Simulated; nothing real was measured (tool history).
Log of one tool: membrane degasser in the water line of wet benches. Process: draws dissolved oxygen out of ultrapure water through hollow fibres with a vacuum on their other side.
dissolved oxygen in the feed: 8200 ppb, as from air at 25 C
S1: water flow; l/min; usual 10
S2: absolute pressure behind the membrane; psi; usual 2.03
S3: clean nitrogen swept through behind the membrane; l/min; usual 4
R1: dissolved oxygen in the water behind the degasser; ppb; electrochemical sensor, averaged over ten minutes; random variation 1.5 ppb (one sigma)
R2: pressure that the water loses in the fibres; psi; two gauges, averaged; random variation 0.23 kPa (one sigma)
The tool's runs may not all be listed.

Run 1, hour 0: usual settings. Result: R1 171.5 ppb, R2 9.124 psi.
Run 2, hour 89.6: usual settings. Result: R1 173.3 ppb, R2 9.071 psi.
Run 3, hour 268.8: usual settings. Result: R1 173.4 ppb, R2 9.127 psi.
Run 4, hour 434.3: usual settings. Result: R1 172.8 ppb, R2 9.071 psi.
Run 5, hour 522.3: usual settings. Result: R1 177.4 ppb, R2 9.116 psi.
Run 6, hour 700.3: usual settings. Result: R1 174.5 ppb, R2 9.116 psi.
Run 7, hour 802.9: usual settings. Result: R1 172.1 ppb, R2 9.166 psi.
Run 8, hour 909: usual settings but S2 3.7 psi. Result: R1 245.3 ppb, R2 9.084 psi.
Run 9, hour 1044: usual settings but S2 3.23 psi. Result: R1 229.5 ppb, R2 9.142 psi.
Run 10, hour 1206.5: usual settings but S2 3.23 psi. Result: R1 229.7 ppb, R2 9.181 psi.
At hour 1224.6: vacuum gauge calibrated.
Run 11, hour 1386.9: usual settings but S3 6.07 l/min. Result: R1 153 ppb, R2 9.248 psi.
Run 12, hour 1538.9: usual settings but S3 6.07 l/min. Result: R1 156.6 ppb, R2 9.2 psi.
Run 13, hour 1675.1: usual settings but S1 7 l/min. Result: R1 109.1 ppb, R2 6.438 psi.
Run 14, hour 1769.1: usual settings but S1 7 l/min. Result: R1 107.3 ppb, R2 6.441 psi.
At hour 1968.3: vacuum gauge calibrated, once more.
Run 15, hour 1968.3: usual settings but S3 3.43 l/min. Result: R1 189.6 ppb, R2 9.227 psi.
Run 16, hour 2058.9: usual settings but S3 3.43 l/min. Result: R1 195.7 ppb, R2 9.236 psi.
Run 17, hour 2225.7: usual settings but S1 14 l/min, S2 1.9 psi, S3 11.23 l/min. Result: R1 221.8 ppb, R2 12.959 psi.
Run 18, hour 2382.2: usual settings but S3 6.76 l/min. Result: R1 155.1 ppb, R2 9.242 psi.
Run 19, hour 2577: usual settings but S3 7.39 l/min. Result: R1 152.3 ppb, R2 9.336 psi.
Run 20, hour 2677.9: usual settings but S3 7.39 l/min. Result: R1 152.4 ppb, R2 9.316 psi.
Run 21, hour 2853.5: usual settings but S1 8 l/min, S2 1.44 psi, S3 7.39 l/min. Result: R1 99.3 ppb, R2 7.429 psi.
Run 22, hour 3021.5: usual settings but S2 2.12 psi, S3 7.21 l/min. Result: R1 157.1 ppb, R2 9.272 psi.
Run 23, hour 3187.4: usual settings but S2 2.12 psi, S3 7.21 l/min. Result: R1 153.4 ppb, R2 9.314 psi.
Run 24, hour 3312.7: usual settings but S1 6 l/min, S3 10.21 l/min. Result: R1 63.7 ppb, R2 5.607 psi.
Run 25, hour 3495: usual settings but S1 8 l/min, S2 1.61 psi, S3 11.07 l/min. Result: R1 96.5 ppb, R2 7.481 psi.
Run 26, hour 3590.8: usual settings but S1 8 l/min, S2 1.61 psi, S3 11.07 l/min. Result: R1 95 ppb, R2 7.48 psi.
Run 27, hour 3727.3: usual settings but S1 7 l/min, S2 1.61 psi, S3 4.54 l/min. Result: R1 97.2 ppb, R2 6.544 psi.
At hour 3830.7: membrane cartridge changed.
Run 28, hour 3919.9: usual settings but S3 11.46 l/min. Result: R1 107.3 ppb, R2 8.598 psi.
Run 29, hour 4025.6: usual settings but S3 11.46 l/min. Result: R1 105.5 ppb, R2 8.566 psi.
Run 30, hour 4126.4: usual settings but S2 1.84 psi, S3 7.36 l/min. Result: R1 114.2 ppb, R2 8.578 psi.
At hour 4153.5: seals of the vacuum lines changed.
Run 31, hour 4303.5: usual settings but S2 3.89 psi, S3 7.36 l/min. Result: R1 161.9 ppb, R2 8.625 psi.
Run 32, hour 4461.1: usual settings but S1 15 l/min, S2 3.03 psi, S3 1.68 l/min. Result: R1 514.3 ppb, R2 12.885 psi.

4 ways to go on from here, each from the tool as it stands after run 32. What would each give?
Run A, hour 4555.3: usual settings but S1 9 l/min, S2 1.61 psi, S3 2.05 l/min. Result: R1 ?, R2 ?.
Run B, hour 4555.3: usual settings but S1 15 l/min, S2 2 psi, S3 1.68 l/min. Result: R1 ?, R2 ?.
Run C, hour 4555.3: usual settings but S2 3.03 psi, S3 1.68 l/min. Result: R1 ?, R2 ?.
Run D, hour 4555.3: usual settings but S1 15 l/min, S2 2.2 psi. Result: R1 ?, R2 ?.

run     R1      R2
  A  153.3   7.745
  B  374.9  13.003
  C  324.2   8.628
  D  268.5  12.937
Without the tool's hidden state the same runs would have given:
run     R1      R2
  A  149.1   7.702
  B  367.2   12.93
  C  318.7   8.579
  D    263  12.863
